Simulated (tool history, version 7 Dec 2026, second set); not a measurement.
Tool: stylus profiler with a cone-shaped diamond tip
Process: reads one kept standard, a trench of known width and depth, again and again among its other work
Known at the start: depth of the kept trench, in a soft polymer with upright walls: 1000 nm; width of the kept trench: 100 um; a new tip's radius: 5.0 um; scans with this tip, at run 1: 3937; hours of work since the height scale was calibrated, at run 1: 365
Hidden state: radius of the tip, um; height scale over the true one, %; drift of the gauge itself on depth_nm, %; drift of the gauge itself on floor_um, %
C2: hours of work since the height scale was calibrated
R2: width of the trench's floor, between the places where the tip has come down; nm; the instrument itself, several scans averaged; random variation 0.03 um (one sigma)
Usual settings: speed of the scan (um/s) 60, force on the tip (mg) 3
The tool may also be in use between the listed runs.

{"run": 1, "hour": 0.0, "speed of the scan (um/s)": 60, "force on the tip (mg)": 3, "scans with this tip": 3937, "C2": 365, "depth of the trench (nm)": 1012.09, "R2": 92960}
{"run": 2, "hour": 32.5, "speed of the scan (um/s)": 60, "force on the tip (mg)": 3, "scans with this tip": 4156, "C2": 385, "depth of the trench (nm)": 1011.71, "R2": 92920}
{"run": 3, "hour": 58.2, "speed of the scan (um/s)": 60, "force on the tip (mg)": 2.31, "scans with this tip": 4329, "C2": 401, "depth of the trench (nm)": 1009.46, "R2": 92850}
{"run": 4, "hour": 79.7, "speed of the scan (um/s)": 60, "force on the tip (mg)": 2.31, "scans with this tip": 4473, "C2": 414, "depth of the trench (nm)": 1009.46, "R2": 92820}
{"run": 5, "hour": 112.2, "speed of the scan (um/s)": 60, "force on the tip (mg)": 2.73, "scans with this tip": 4693, "C2": 435, "depth of the trench (nm)": 1010.96, "R2": 92840}
{"run": 6, "hour": 131.3, "speed of the scan (um/s)": 190, "force on the tip (mg)": 3, "scans with this tip": 4822, "C2": 447, "depth of the trench (nm)": 1011.65, "R2": 92280}
{"run": 7, "hour": 147.7, "speed of the scan (um/s)": 190, "force on the tip (mg)": 3, "scans with this tip": 4932, "C2": 457, "depth of the trench (nm)": 1011.71, "R2": 92180}
{"run": 8, "hour": 162.6, "speed of the scan (um/s)": 190, "force on the tip (mg)": 3, "scans with this tip": 5033, "C2": 466, "depth of the trench (nm)": 1011.9, "R2": 92200}
{"run": 9, "hour": 186.8, "speed of the scan (um/s)": 60, "force on the tip (mg)": 3.23, "scans with this tip": 5195, "C2": 481, "depth of the trench (nm)": 1012.04, "R2": 92790}
{"run": 10, "hour": 205.5, "speed of the scan (um/s)": 60, "force on the tip (mg)": 3, "scans with this tip": 5322, "C2": 493, "depth of the trench (nm)": 1011.53, "R2": 92740}
{"run": 11, "hour": 220.5, "speed of the scan (um/s)": 60, "force on the tip (mg)": 3, "scans with this tip": 5423, "C2": 502, "depth of the trench (nm)": 1010.97, "R2": 92710}
{"run": 12, "hour": 249.1, "speed of the scan (um/s)": 60, "force on the tip (mg)": 3, "scans with this tip": 5615, "C2": 520, "depth of the trench (nm)": 1011.46, "R2": 92730}
{"run": 13, "hour": 273.7, "speed of the scan (um/s)": 106, "force on the tip (mg)": 3, "scans with this tip": 5781, "C2": 535, "depth of the trench (nm)": 1011.44, "R2": 92450}
{"run": 14, "hour": 289.6, "speed of the scan (um/s)": 106, "force on the tip (mg)": 3, "scans with this tip": 5888, "C2": 545, "depth of the trench (nm)": 1011.01, "R2": 92480}
{"run": 15, "hour": 303.5, "speed of the scan (um/s)": 106, "force on the tip (mg)": 3, "scans with this tip": 5982, "C2": 554, "depth of the trench (nm)": 1011.42, "R2": 92420}
{"run": 16, "hour": 317.8, "speed of the scan (um/s)": 106, "force on the tip (mg)": 3, "scans with this tip": 6079, "C2": 563, "depth of the trench (nm)": 1010.93, "R2": 92390}
{"run": 17, "hour": 342.2, "speed of the scan (um/s)": 106, "force on the tip (mg)": 3, "scans with this tip": 6243, "C2": 578, "depth of the trench (nm)": 1011.34, "R2": 92250}
{"run": 18, "hour": 360.3, "speed of the scan (um/s)": 106, "force on the tip (mg)": 3, "scans with this tip": 6365, "C2": 589, "depth of the trench (nm)": 1011.26, "R2": 92320}
{"run": 19, "hour": 386.6, "speed of the scan (um/s)": 106, "force on the tip (mg)": 3, "scans with this tip": 6542, "C2": 606, "depth of the trench (nm)": 1011.14, "R2": 92270}
{"run": 20, "hour": 419.3, "speed of the scan (um/s)": 60, "force on the tip (mg)": 4.19, "scans with this tip": 6763, "C2": 626, "depth of the trench (nm)": 1014.45, "R2": 92530}
{"run": 21, "hour": 450.0, "speed of the scan (um/s)": 60, "force on the tip (mg)": 2.71, "scans with this tip": 6970, "C2": 645, "depth of the trench (nm)": 1009.95, "R2": 92440}
{"run": 22, "hour": 476.0, "speed of the scan (um/s)": 60, "force on the tip (mg)": 2.71, "scans with this tip": 7145, "C2": 662, "depth of the trench (nm)": 1009.78, "R2": 92360}
{"run": 23, "hour": 493.4, "speed of the scan (um/s)": 60, "force on the tip (mg)": 3, "scans with this tip": 7262, "C2": 673, "depth of the trench (nm)": 1010.7, "R2": 92350}
{"run": 24, "hour": 510.8, "speed of the scan (um/s)": 67, "force on the tip (mg)": 1.05, "scans with this tip": 7380, "C2": 683, "depth of the trench (nm)": 1003.68, "R2": 92120}
{"run": 25, "hour": 537.2, "speed of the scan (um/s)": 67, "force on the tip (mg)": 1.05, "scans with this tip": 7557, "C2": 700, "depth of the trench (nm)": 1003.72, "R2": 92080}
{"run": 26, "hour": 570.6, "speed of the scan (um/s)": 51, "force on the tip (mg)": 1.92, "scans with this tip": 7782, "C2": 721, "depth of the trench (nm)": 1007.37, "R2": 92300}
{"run": 27, "hour": 591.2, "speed of the scan (um/s)": 42, "force on the tip (mg)": 3, "scans with this tip": 7921, "C2": 734, "depth of the trench (nm)": 1010.1, "R2": 92320}
{"run": 28, "hour": 614.7, "speed of the scan (um/s)": 42, "force on the tip (mg)": 1.88, "scans with this tip": 8080, "C2": 748, "depth of the trench (nm)": 1007.05, "R2": 92270}
{"hour": 618.1, "done": "height scale calibrated on a step standard"}
{"run": 29, "hour": 637.7, "speed of the scan (um/s)": 109, "force on the tip (mg)": 6.94, "scans with this tip": 8231, "C2": 12, "depth of the trench (nm)": 1019.79, "R2": 92220}
{"run": 30, "hour": 664.5, "speed of the scan (um/s)": 109, "force on the tip (mg)": 6.94, "scans with this tip": 8412, "C2": 29, "depth of the trench (nm)": 1019.86, "R2": 92120}
{"run": 31, "hour": 679.4, "speed of the scan (um/s)": 109, "force on the tip (mg)": 6.94, "scans with this tip": 8513, "C2": 38, "depth of the trench (nm)": 1019.5, "R2": 92160}
{"run": 32, "hour": 706.3, "speed of the scan (um/s)": 109, "force on the tip (mg)": 6.94, "scans with this tip": 8693, "C2": 55, "depth of the trench (nm)": 1019.48, "R2": 92100}
{"run": 33, "hour": 728.0, "speed of the scan (um/s)": 33, "force on the tip (mg)": 7.42, "scans with this tip": 8840, "C2": 69, "depth of the trench (nm)": 1020.89, "R2": 92320}
{"run": 34, "hour": 748.7, "speed of the scan (um/s)": 33, "force on the tip (mg)": 7.42, "scans with this tip": 8979, "C2": 82, "depth of the trench (nm)": 1021.14, "R2": 92340}
{"hour": 773.4, "done": "height scale calibrated on a step standard, once more"}
{"run": 35, "hour": 773.4, "speed of the scan (um/s)": 33, "force on the tip (mg)": 5.83, "scans with this tip": 9143, "C2": 0, "depth of the trench (nm)": 1020.99, "R2": 92210}
{"run": 36, "hour": 795.9, "speed of the scan (um/s)": 33, "force on the tip (mg)": 5.83, "scans with this tip": 9294, "C2": 14, "depth of the trench (nm)": 1021.23, "R2": 92220}
{"run": 37, "hour": 815.2, "speed of the scan (um/s)": 33, "force on the tip (mg)": 5.83, "scans with this tip": 9424, "C2": 26, "depth of the trench (nm)": 1020.62, "R2": 92260}
{"run": 38, "hour": 848.7, "speed of the scan (um/s)": 33, "force on the tip (mg)": 5.83, "scans with this tip": 9650, "C2": 47, "depth of the trench (nm)": 1020.76, "R2": 92180}
{"run": 39, "hour": 863.7, "speed of the scan (um/s)": 33, "force on the tip (mg)": 5.83, "scans with this tip": 9751, "C2": 56, "depth of the trench (nm)": 1020.55, "R2": 92140}
{"run": 40, "hour": 887.9, "speed of the scan (um/s)": 16, "force on the tip (mg)": 4.2, "scans with this tip": 9914, "C2": 71, "depth of the trench (nm)": 1016.37, "R2": 92160}
{"run": 41, "hour": 908.8, "speed of the scan (um/s)": 49, "force on the tip (mg)": 2.9, "scans with this tip": 10055, "C2": 85, "depth of the trench (nm)": 1012.78, "R2": 91950}
{"run": 42, "hour": 924.2, "speed of the scan (um/s)": 81, "force on the tip (mg)": 2.78, "scans with this tip": 10159, "C2": 94, "depth of the trench (nm)": 1012.43, "R2": 91830}
{"run": 43, "hour": 951.7, "speed of the scan (um/s)": 17, "force on the tip (mg)": 3.18, "scans with this tip": 10344, "C2": 111, "depth of the trench (nm)": 1013.32, "R2": 92170}
{"run": 44, "hour": 969.3, "speed of the scan (um/s)": 40, "force on the tip (mg)": 1.33, "scans with this tip": 10463, "C2": 122, "depth of the trench (nm)": 1007.43, "R2": 91830}
{"run": 45, "hour": 999.1, "speed of the scan (um/s)": 58, "force on the tip (mg)": 2.04, "scans with this tip": 10664, "C2": 141, "depth of the trench (nm)": 1009.74, "R2": 91800}
{"run": 46, "hour": 1031.8, "speed of the scan (um/s)": 58, "force on the tip (mg)": 1.21, "scans with this tip": 10884, "C2": 161, "depth of the trench (nm)": 1006.34, "R2": 91660}

Hidden state or all else? Some run-to-run changes of depth of the trench (nm), split into what the settings, what came in and random variation would give without the hidden state, and what is left for the hidden state (with any gauge scatter that isn't in both results):
Run 19 -> 20: speed of the scan (um/s) 106 -> 60, force on the tip (mg) 3 -> 4.19. depth of the trench (nm) +3.31: hidden state -0.1, all else +3.41.
Run 23 -> 24: speed of the scan (um/s) 60 -> 67, force on the tip (mg) 3 -> 1.05. depth of the trench (nm) -7.02: hidden state -0.03, all else -6.99.
Run 28 -> 29: speed of the scan (um/s) 42 -> 109, force on the tip (mg) 1.88 -> 6.94, height scale calibrated on a step standard. depth of the trench (nm) +12.74: hidden state -0.65, all else +13.39.
Run 34 -> 35: force on the tip (mg) 7.42 -> 5.83, height scale calibrated on a step standard, once more. depth of the trench (nm) -0.15: hidden state +3.91, all else -4.06.
Run 43 -> 44: speed of the scan (um/s) 17 -> 40, force on the tip (mg) 3.18 -> 1.33. depth of the trench (nm) -5.89: hidden state -0.05, all else -5.84.
